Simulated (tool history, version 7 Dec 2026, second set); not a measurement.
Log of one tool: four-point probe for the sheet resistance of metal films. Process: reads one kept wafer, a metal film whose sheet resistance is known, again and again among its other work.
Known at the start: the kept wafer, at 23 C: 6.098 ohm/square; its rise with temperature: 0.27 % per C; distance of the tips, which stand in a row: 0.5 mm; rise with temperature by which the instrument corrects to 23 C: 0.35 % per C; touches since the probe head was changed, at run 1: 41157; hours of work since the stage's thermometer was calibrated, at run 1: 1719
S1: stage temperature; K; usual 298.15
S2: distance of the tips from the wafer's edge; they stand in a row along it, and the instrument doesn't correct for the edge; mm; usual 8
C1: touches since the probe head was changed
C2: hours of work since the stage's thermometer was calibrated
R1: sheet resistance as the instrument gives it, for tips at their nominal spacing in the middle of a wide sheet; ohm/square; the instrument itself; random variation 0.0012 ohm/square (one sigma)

run,hour,S1,S2,C1,C2,R1
1,0.0,298.15,8,41157,1719,6.078286
2,50.5,298.15,8,42683,1754,6.076902
3,101.9,298.15,8,44238,1790,6.078503
4,141.0,298.15,8,45419,1818,6.075785
5,181.8,298.15,8,46651,1847,6.075884
6,225.1,298.15,8,47961,1877,6.075430
7,271.7,298.15,8,49368,1910,6.073916
8,321.5,298.15,8,50876,1945,6.073028
9,350.8,298.15,8,51761,1966,6.074118
10,392.0,298.15,8,53005,1995,6.071785
# hour 395.3: stage's thermometer calibrated
11,422.5,298.15,8,53913,19,6.074211

Run 12 comes next. What will it give?
12,466.3,303.15,5,55235,50,?

R1: 6.065386 ohm/square
Without the tool's hidden state the same run would have given R1 6.095405 ohm/square.

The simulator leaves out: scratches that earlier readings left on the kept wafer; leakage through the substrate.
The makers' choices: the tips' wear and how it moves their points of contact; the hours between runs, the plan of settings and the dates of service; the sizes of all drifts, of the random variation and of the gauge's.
